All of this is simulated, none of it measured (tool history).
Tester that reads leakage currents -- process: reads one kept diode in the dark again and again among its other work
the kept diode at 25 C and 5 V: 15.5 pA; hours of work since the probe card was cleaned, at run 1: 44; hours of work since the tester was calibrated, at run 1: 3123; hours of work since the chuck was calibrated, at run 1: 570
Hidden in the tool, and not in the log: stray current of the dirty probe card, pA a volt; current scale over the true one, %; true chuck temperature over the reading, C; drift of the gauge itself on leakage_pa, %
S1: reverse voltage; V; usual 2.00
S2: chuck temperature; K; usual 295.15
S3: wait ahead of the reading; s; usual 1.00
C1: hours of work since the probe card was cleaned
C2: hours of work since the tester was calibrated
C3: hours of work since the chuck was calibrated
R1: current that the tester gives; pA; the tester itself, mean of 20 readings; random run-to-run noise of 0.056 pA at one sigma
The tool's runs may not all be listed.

{"run": 1, "hour": 0.0, "S1": 2.0, "S2": 295.15, "S3": 1.0, "C1": 44, "C2": 3123, "C3": 570, "R1": 8.63}
{"run": 2, "hour": 109.8, "S1": 2.0, "S2": 295.15, "S3": 1.0, "C1": 102, "C2": 3182, "C3": 629, "R1": 8.57}
{"hour": 164.9, "done": "tester calibrated"}
{"run": 3, "hour": 189.0, "S1": 3.61, "S2": 295.15, "S3": 1.0, "C1": 144, "C2": 13, "C3": 671, "R1": 11.87}
{"run": 4, "hour": 352.7, "S1": 2.0, "S2": 296.15, "S3": 1.0, "C1": 232, "C2": 101, "C3": 759, "R1": 9.76}
{"run": 5, "hour": 471.9, "S1": 2.0, "S2": 295.15, "S3": 1.0, "C1": 296, "C2": 165, "C3": 822, "R1": 9.13}
{"run": 6, "hour": 622.4, "S1": 2.0, "S2": 295.15, "S3": 1.0, "C1": 376, "C2": 245, "C3": 903, "R1": 9.25}
{"run": 7, "hour": 779.9, "S1": 2.0, "S2": 295.15, "S3": 1.0, "C1": 461, "C2": 330, "C3": 988, "R1": 9.36}
{"run": 8, "hour": 941.6, "S1": 2.0, "S2": 295.15, "S3": 1.0, "C1": 548, "C2": 417, "C3": 1074, "R1": 9.54}
{"run": 9, "hour": 1072.5, "S1": 2.0, "S2": 303.15, "S3": 1.0, "C1": 618, "C2": 487, "C3": 1145, "R1": 18.22}
{"run": 10, "hour": 1166.6, "S1": 2.0, "S2": 295.15, "S3": 1.0, "C1": 668, "C2": 537, "C3": 1195, "R1": 9.79}
{"run": 11, "hour": 1270.1, "S1": 2.0, "S2": 295.15, "S3": 1.0, "C1": 724, "C2": 593, "C3": 1251, "R1": 9.82}
{"run": 12, "hour": 1379.8, "S1": 13.34, "S2": 295.15, "S3": 1.0, "C1": 783, "C2": 652, "C3": 1309, "R1": 30.51}
{"run": 13, "hour": 1472.2, "S1": 13.34, "S2": 295.15, "S3": 1.0, "C1": 832, "C2": 701, "C3": 1359, "R1": 31.0}
{"run": 14, "hour": 1601.8, "S1": 13.34, "S2": 295.15, "S3": 2.38, "C1": 902, "C2": 771, "C3": 1429, "R1": 30.46}
{"run": 15, "hour": 1697.0, "S1": 13.34, "S2": 295.15, "S3": 2.38, "C1": 953, "C2": 822, "C3": 1480, "R1": 30.82}
{"run": 16, "hour": 1813.0, "S1": 13.34, "S2": 312.15, "S3": 6.08, "C1": 1015, "C2": 884, "C3": 1542, "R1": 95.25}
{"run": 17, "hour": 1972.9, "S1": 13.34, "S2": 298.15, "S3": 0.74, "C1": 1101, "C2": 970, "C3": 1628, "R1": 40.75}
{"run": 18, "hour": 2072.3, "S1": 1.67, "S2": 316.15, "S3": 1.5, "C1": 1154, "C2": 1023, "C3": 1681, "R1": 48.2}
{"run": 19, "hour": 2239.1, "S1": 1.67, "S2": 316.15, "S3": 1.5, "C1": 1244, "C2": 1113, "C3": 1770, "R1": 48.36}
{"run": 20, "hour": 2361.4, "S1": 1.67, "S2": 316.15, "S3": 1.5, "C1": 1309, "C2": 1178, "C3": 1836, "R1": 48.28}
{"hour": 2398.5, "done": "chuck's temperature calibrated"}
{"run": 21, "hour": 2441.4, "S1": 2.0, "S2": 295.15, "S3": 2.55, "C1": 1351, "C2": 1220, "C3": 23, "R1": 10.0}
{"run": 22, "hour": 2527.9, "S1": 11.84, "S2": 321.15, "S3": 2.55, "C1": 1397, "C2": 1267, "C3": 69, "R1": 165.58}
{"run": 23, "hour": 2651.4, "S1": 15.6, "S2": 315.15, "S3": 2.55, "C1": 1464, "C2": 1333, "C3": 136, "R1": 126.43}
{"run": 24, "hour": 2765.7, "S1": 2.0, "S2": 294.15, "S3": 1.0, "C1": 1525, "C2": 1394, "C3": 197, "R1": 9.99}
{"run": 25, "hour": 2861.3, "S1": 3.78, "S2": 297.15, "S3": 1.0, "C1": 1576, "C2": 1445, "C3": 248, "R1": 18.1}
{"run": 26, "hour": 3037.9, "S1": 3.72, "S2": 315.15, "S3": 3.72, "C1": 1671, "C2": 1540, "C3": 343, "R1": 62.36}
{"run": 27, "hour": 3136.3, "S1": 3.72, "S2": 315.15, "S3": 3.72, "C1": 1724, "C2": 1593, "C3": 396, "R1": 62.49}
{"run": 28, "hour": 3303.9, "S1": 1.76, "S2": 295.15, "S3": 1.34, "C1": 1814, "C2": 1683, "C3": 486, "R1": 10.21}

Each row is a separate what-if for the run after 28, all from the same tool condition, not one after another. Results?
{"run": "A", "hour": 3390.1, "S1": 6.29, "S2": 293.15, "S3": 9.82, "C1": 1860, "C2": 1729, "C3": 532, "R1": "?"}
{"run": "B", "hour": 3390.1, "S1": 1.92, "S2": 295.15, "S3": 1.59, "C1": 1860, "C2": 1729, "C3": 532, "R1": "?"}
{"run": "C", "hour": 3390.1, "S1": 1.62, "S2": 295.15, "S3": 2.66, "C1": 1860, "C2": 1729, "C3": 532, "R1": "?"}

run=A R1=20.27
run=B R1=10.73
run=C R1=9.66
Had the tool no hidden state, the same runs would have come out as:
run=A R1=11.11
run=B R1=7.94
run=C R1=7.29
